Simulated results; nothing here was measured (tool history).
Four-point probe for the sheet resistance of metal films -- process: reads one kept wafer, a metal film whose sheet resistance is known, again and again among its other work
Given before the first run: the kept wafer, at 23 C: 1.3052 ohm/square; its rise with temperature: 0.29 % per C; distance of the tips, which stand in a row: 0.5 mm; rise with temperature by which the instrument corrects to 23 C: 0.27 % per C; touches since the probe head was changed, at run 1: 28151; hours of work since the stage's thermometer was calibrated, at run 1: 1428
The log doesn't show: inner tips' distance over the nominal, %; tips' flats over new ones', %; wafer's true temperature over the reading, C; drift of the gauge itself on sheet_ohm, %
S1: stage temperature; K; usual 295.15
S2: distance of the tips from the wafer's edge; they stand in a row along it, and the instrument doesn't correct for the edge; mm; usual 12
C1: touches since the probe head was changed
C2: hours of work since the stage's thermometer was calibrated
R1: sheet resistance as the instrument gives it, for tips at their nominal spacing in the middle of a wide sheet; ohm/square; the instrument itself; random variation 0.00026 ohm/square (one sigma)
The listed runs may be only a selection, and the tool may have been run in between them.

{"run": 1, "day": 0.0, "S1": 295.15, "S2": 12, "C1": 28151, "C2": 1428, "R1": 1.304586}
{"day": 0.529, "done": "stage's thermometer calibrated"}
{"run": 2, "day": 2.771, "S1": 295.15, "S2": 12, "C1": 31127, "C2": 31, "R1": 1.306047}
{"run": 3, "day": 4.196, "S1": 304.15, "S2": 12, "C1": 32667, "C2": 51, "R1": 1.30731}
{"run": 4, "day": 7.096, "S1": 304.15, "S2": 12, "C1": 35804, "C2": 92, "R1": 1.307554}
{"run": 5, "day": 9.075, "S1": 293.15, "S2": 12, "C1": 37943, "C2": 119, "R1": 1.305761}
{"run": 6, "day": 11.596, "S1": 295.15, "S2": 12, "C1": 40671, "C2": 155, "R1": 1.305194}
{"run": 7, "day": 14.25, "S1": 295.15, "S2": 12, "C1": 43540, "C2": 192, "R1": 1.305555}
{"run": 8, "day": 16.483, "S1": 295.15, "S2": 58, "C1": 45955, "C2": 223, "R1": 1.303906}
{"run": 9, "day": 18.408, "S1": 295.15, "S2": 58, "C1": 48037, "C2": 250, "R1": 1.303448}
{"run": 10, "day": 20.279, "S1": 295.15, "S2": 58, "C1": 50063, "C2": 276, "R1": 1.30346}
{"run": 11, "day": 23.092, "S1": 295.15, "S2": 58, "C1": 53103, "C2": 315, "R1": 1.30401}
{"run": 12, "day": 24.992, "S1": 295.15, "S2": 58, "C1": 55159, "C2": 342, "R1": 1.303496}
{"run": 13, "day": 27.021, "S1": 303.15, "S2": 58, "C1": 57355, "C2": 370, "R1": 1.305011}
{"run": 14, "day": 29.633, "S1": 303.15, "S2": 58, "C1": 60178, "C2": 407, "R1": 1.304902}
{"run": 15, "day": 32.1, "S1": 303.15, "S2": 58, "C1": 62844, "C2": 441, "R1": 1.304401}
{"run": 16, "day": 33.662, "S1": 303.15, "S2": 58, "C1": 64536, "C2": 463, "R1": 1.303963}
{"run": 17, "day": 36.779, "S1": 303.15, "S2": 58, "C1": 67906, "C2": 506, "R1": 1.303886}
{"run": 18, "day": 38.558, "S1": 303.15, "S2": 58, "C1": 69831, "C2": 531, "R1": 1.303763}
{"run": 19, "day": 41.067, "S1": 300.15, "S2": 6, "C1": 72543, "C2": 566, "R1": 1.307748}
{"run": 20, "day": 43.525, "S1": 299.15, "S2": 6, "C1": 75204, "C2": 601, "R1": 1.307377}
{"run": 21, "day": 45.629, "S1": 299.15, "S2": 6, "C1": 77478, "C2": 630, "R1": 1.307127}
{"run": 22, "day": 47.479, "S1": 299.15, "S2": 6, "C1": 79479, "C2": 656, "R1": 1.307209}
{"run": 23, "day": 50.35, "S1": 304.15, "S2": 39, "C1": 82583, "C2": 696, "R1": 1.303049}
{"run": 24, "day": 53.171, "S1": 295.15, "S2": 5, "C1": 85634, "C2": 735, "R1": 1.308118}
{"run": 25, "day": 55.762, "S1": 295.15, "S2": 5, "C1": 88438, "C2": 771, "R1": 1.308033}
{"run": 26, "day": 58.471, "S1": 295.15, "S2": 5, "C1": 91367, "C2": 809, "R1": 1.307728}
{"run": 27, "day": 60.779, "S1": 299.15, "S2": 4, "C1": 93863, "C2": 842, "R1": 1.312677}
{"run": 28, "day": 63.375, "S1": 307.15, "S2": 24, "C1": 96670, "C2": 878, "R1": 1.303135}
{"run": 29, "day": 64.75, "S1": 294.15, "S2": 3, "C1": 98157, "C2": 897, "R1": 1.319559}

What if the next run were any one of these 3? Each begins from the tool's condition after run 29:
{"run": "A", "day": 67.058, "S1": 299.15, "S2": 61, "C1": 100655, "C2": 929, "R1": "?"}
{"run": "B", "day": 67.058, "S1": 298.15, "S2": 3, "C1": 100655, "C2": 929, "R1": "?"}
{"run": "C", "day": 67.058, "S1": 304.15, "S2": 6, "C1": 100655, "C2": 929, "R1": "?"}

run=A R1=1.300897
run=B R1=1.320096
run=C R1=1.306468
With no hidden state in the tool, these same runs would have given:
run=A R1=1.305687
run=B R1=1.324955
run=C R1=1.311265

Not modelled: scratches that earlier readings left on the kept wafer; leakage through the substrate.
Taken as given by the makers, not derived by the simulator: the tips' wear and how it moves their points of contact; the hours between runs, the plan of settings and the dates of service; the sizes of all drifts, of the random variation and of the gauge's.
